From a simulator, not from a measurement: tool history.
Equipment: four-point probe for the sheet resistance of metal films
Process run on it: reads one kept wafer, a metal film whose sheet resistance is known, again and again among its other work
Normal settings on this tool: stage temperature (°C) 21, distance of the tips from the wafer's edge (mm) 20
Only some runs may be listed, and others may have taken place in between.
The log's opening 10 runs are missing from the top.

run,hour,stage temperature (°C),distance of the tips from the wafer's edge (mm),touches since the probe head was changed,hours of work since the stage's thermometer was calibrated,sheet resistance as the instrument gives it (ohm/square)
11,104,21,10,34395,295,6.84854
12,116.2,21,10,34719,300,6.847035
13,122.8,21,20,34894,303,6.840316
14,130.1,29,20,35087,306,6.827289
15,138.4,29,20,35306,310,6.828661
16,149.9,21,20,35609,315,6.841351
17,163,21,20,35956,321,6.836707
18,176.9,21,20,36324,327,6.837065
19,184.8,21,20,36534,330,6.841239
20,198.8,21,20,36901,336,6.837581
21,208.3,21,20,37155,341,6.840198
22,221.2,19,20,37496,346,6.840062
23,232.2,27,68,37786,351,6.827735
24,245,23,9,38124,357,6.841488
25,259.9,23,9,38518,363,6.842307
26,267.8,24,6,38727,367,6.852806
# hour 269.4: stage's thermometer calibrated
27,275.2,24,12,38911,3,6.834804
28,283.6,24,28,39131,6,6.831504
29,298.8,27,39,39535,13,6.825736
30,305.8,32,40,39718,16,6.819565
31,316.8,32,13,40010,21,6.823442

The next listed run, before its measurement:
# hour 324.7: stage's thermometer calibrated, once more
32,330.5,32,13,40357,3,?

sheet resistance as the instrument gives it (ohm/square): 6.816932
Without the tool's hidden state the same run would have given sheet resistance as the instrument gives it (ohm/square) 6.861764.
